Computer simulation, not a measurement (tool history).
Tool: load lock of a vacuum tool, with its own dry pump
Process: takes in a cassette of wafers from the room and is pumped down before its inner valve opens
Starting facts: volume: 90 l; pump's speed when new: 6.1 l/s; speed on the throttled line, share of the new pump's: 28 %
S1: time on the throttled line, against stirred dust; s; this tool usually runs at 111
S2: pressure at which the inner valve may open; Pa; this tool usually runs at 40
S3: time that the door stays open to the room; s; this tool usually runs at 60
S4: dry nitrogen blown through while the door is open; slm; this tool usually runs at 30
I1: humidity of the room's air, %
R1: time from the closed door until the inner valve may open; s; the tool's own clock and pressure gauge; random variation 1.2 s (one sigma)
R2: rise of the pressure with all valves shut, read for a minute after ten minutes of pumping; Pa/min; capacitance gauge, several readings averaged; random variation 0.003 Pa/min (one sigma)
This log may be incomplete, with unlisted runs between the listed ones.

run 1 day=0.000 | S1=111 S2=40 S3=60 S4=30 | I1=44.3 | R1=195.0 R2=0.197
run 2 day=6.583 | S1=111 S2=40 S3=60 S4=30 | I1=42.5 | R1=194.9 R2=0.207
run 3 day=15.754 | S1=111 S2=40 S3=60 S4=30 | I1=49.1 | R1=196.9 R2=0.220
run 4 day=25.529 | S1=98 S2=40 S3=60 S4=30 | I1=45.7 | R1=186.7 R2=0.238
run 5 day=31.167 | S1=115 S2=40 S3=60 S4=30 | I1=47.6 | R1=200.0 R2=0.244
run 6 day=38.100 | S1=115 S2=73 S3=60 S4=30 | I1=48.0 | R1=190.0 R2=0.252
run 7 day=43.046 | S1=115 S2=52 S3=60 S4=30 | I1=44.7 | R1=195.0 R2=0.249
run 8 day=49.817 | S1=99 S2=72 S3=60 S4=6 | I1=48.0 | R1=181.2 R2=0.277
run 9 day=58.708 | S1=85 S2=40 S3=60 S4=30 | I1=45.2 | R1=178.3 R2=0.278
run 10 day=67.533 | S1=85 S2=40 S3=60 S4=30 | I1=42.9 | R1=177.2 R2=0.298

Estimate the outcome of run 11 from the log above:
run 11 day=76.538 | S1=85 S2=40 S3=60 S4=30 | I1=47.9 | R1=? R2=?

Run 11 yielded R1 176.7 s, R2 0.310 Pa/min.
The same run, on a tool lacking any hidden state, would have yielded R1 175.2 s, R2 0.016 Pa/min.

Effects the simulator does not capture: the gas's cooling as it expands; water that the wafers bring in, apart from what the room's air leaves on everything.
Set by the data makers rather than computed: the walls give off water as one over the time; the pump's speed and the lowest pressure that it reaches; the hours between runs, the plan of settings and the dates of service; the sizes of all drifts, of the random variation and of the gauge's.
